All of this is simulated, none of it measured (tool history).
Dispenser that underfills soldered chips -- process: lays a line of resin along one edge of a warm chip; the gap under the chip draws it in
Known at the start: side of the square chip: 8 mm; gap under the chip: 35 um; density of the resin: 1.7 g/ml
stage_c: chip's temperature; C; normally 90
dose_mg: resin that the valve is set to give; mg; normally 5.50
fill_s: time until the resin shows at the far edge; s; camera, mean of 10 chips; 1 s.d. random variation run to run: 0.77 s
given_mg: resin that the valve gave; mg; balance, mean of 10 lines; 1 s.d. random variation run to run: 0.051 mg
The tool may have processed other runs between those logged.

run 1 day=0.000 | stage_c=90 dose_mg=5.50 | fill_s=106.1 given_mg=5.28
-- day=0.350 new syringe of resin
run 2 day=0.621 | stage_c=90 dose_mg=5.50 | fill_s=100.4 given_mg=5.28
run 3 day=0.933 | stage_c=90 dose_mg=5.50 | fill_s=140.7 given_mg=5.28
-- day=1.050 new syringe of resin
run 4 day=1.504 | stage_c=90 dose_mg=5.50 | fill_s=123.2 given_mg=5.23
-- day=1.733 new syringe of resin
run 5 day=1.888 | stage_c=90 dose_mg=5.50 | fill_s=89.9 given_mg=5.17
-- day=2.421 new syringe of resin
-- day=2.462 dispensing valve cleaned and set on the balance
run 6 day=2.533 | stage_c=90 dose_mg=5.50 | fill_s=80.7 given_mg=5.45
run 7 day=3.038 | stage_c=90 dose_mg=5.39 | fill_s=143.0 given_mg=5.44
-- day=3.175 new syringe of resin
run 8 day=3.479 | stage_c=76 dose_mg=5.50 | fill_s=192.5 given_mg=5.61
-- day=3.858 new syringe of resin
run 9 day=4.121 | stage_c=77 dose_mg=5.50 | fill_s=176.8 given_mg=5.42
-- day=4.558 new syringe of resin
run 10 day=4.567 | stage_c=77 dose_mg=5.50 | fill_s=132.7 given_mg=5.40
run 11 day=5.046 | stage_c=77 dose_mg=5.50 | fill_s=225.2 given_mg=5.43
-- day=5.242 new syringe of resin
run 12 day=5.746 | stage_c=90 dose_mg=6.22 | fill_s=128.0 given_mg=6.10
-- day=5.942 new syringe of resin
run 13 day=6.267 | stage_c=90 dose_mg=6.22 | fill_s=106.7 given_mg=6.03
-- day=6.633 new syringe of resin
run 14 day=6.971 | stage_c=90 dose_mg=6.22 | fill_s=106.4 given_mg=5.94
-- day=7.325 new syringe of resin
run 15 day=7.325 | stage_c=90 dose_mg=5.07 | fill_s=80.1 given_mg=4.93
run 16 day=7.971 | stage_c=90 dose_mg=5.07 | fill_s=156.9 given_mg=4.81
-- day=8.046 new syringe of resin
run 17 day=8.292 | stage_c=90 dose_mg=5.07 | fill_s=105.6 given_mg=4.79
-- day=8.742 new syringe of resin
run 18 day=8.788 | stage_c=87 dose_mg=6.82 | fill_s=91.6 given_mg=6.41
-- day=9.450 new syringe of resin
run 19 day=9.467 | stage_c=85 dose_mg=5.02 | fill_s=104.5 given_mg=4.72
-- day=9.562 dispensing valve cleaned and set on the balance
run 20 day=9.908 | stage_c=84 dose_mg=6.39 | fill_s=157.9 given_mg=6.31
-- day=10.200 new syringe of resin
run 21 day=10.550 | stage_c=84 dose_mg=5.77 | fill_s=146.8 given_mg=5.71
-- day=10.871 new syringe of resin
run 22 day=10.921 | stage_c=82 dose_mg=6.88 | fill_s=114.2 given_mg=6.93
run 23 day=11.283 | stage_c=82 dose_mg=6.88 | fill_s=166.7 given_mg=6.82
-- day=11.558 new syringe of resin
run 24 day=11.767 | stage_c=93 dose_mg=6.88 | fill_s=86.6 given_mg=6.82
-- day=12.254 new syringe of resin
run 25 day=12.350 | stage_c=85 dose_mg=7.01 | fill_s=107.4 given_mg=6.95
-- day=12.971 new syringe of resin
run 26 day=12.996 | stage_c=95 dose_mg=5.37 | fill_s=68.4 given_mg=5.22

Run 27 is up next; what results do you expect?
run 27 day=13.392 | stage_c=95 dose_mg=5.37 | fill_s=? given_mg=?

fill_s: 103.0 s
given_mg: 5.20 mg
Minus the tool's unlogged condition, the same run would have read fill_s 57.5 s, given_mg 5.36 mg.

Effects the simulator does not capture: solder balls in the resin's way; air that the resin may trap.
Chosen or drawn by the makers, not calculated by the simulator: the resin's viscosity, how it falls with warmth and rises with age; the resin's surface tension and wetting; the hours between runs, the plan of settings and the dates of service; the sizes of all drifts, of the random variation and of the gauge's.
